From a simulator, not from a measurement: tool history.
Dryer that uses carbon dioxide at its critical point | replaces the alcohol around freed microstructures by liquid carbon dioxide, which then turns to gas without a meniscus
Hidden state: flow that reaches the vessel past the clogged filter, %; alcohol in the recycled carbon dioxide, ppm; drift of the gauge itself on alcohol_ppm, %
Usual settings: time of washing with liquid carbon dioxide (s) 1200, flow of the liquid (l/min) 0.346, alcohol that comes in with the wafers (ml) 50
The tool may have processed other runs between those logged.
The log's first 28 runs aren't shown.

run,day,time of washing with liquid carbon dioxide (s),flow of the liquid (l/min),alcohol that comes in with the wafers (ml),hours of work since the filter was changed,hours of work since the purifier's bed was changed,alcohol left in the vessel before it's heated (ppm by volume)
29,9.012,720,0.284,94,102,228,4319
30,9.208,1560,0.236,94,105,231,461
31,9.550,1200,0.346,27,109,235,167
32,9.888,1200,0.346,27,114,240,165
33,10.229,1200,0.346,27,118,244,168
34,10.421,840,0.222,25,121,247,1601
35,10.733,840,0.222,25,125,251,1532
36,10.962,1800,0.558,87,128,254,124
37,11.225,1200,0.278,114,132,258,874
38,11.421,1200,0.557,50,135,260,114
39,11.683,1200,0.557,23,138,264,126
40,12.054,1260,0.260,38,143,269,413

5 options for the next run, each taken on its own from the tool as it stands now. Forecast them:
A,12.262,720,0.264,34,146,272,?
B,12.262,720,0.210,26,146,272,?
C,12.262,1740,0.260,45,146,272,?
D,12.262,1260,0.260,21,146,272,?
E,12.262,1200,0.235,50,146,272,?

run,alcohol left in the vessel before it's heated (ppm by volume)
A,2158
B,2843
C,186
D,279
E,863
What these runs would have given with no unlogged condition in the tool:
run,alcohol left in the vessel before it's heated (ppm by volume)
A,1692
B,2347
C,43
D,113
E,562
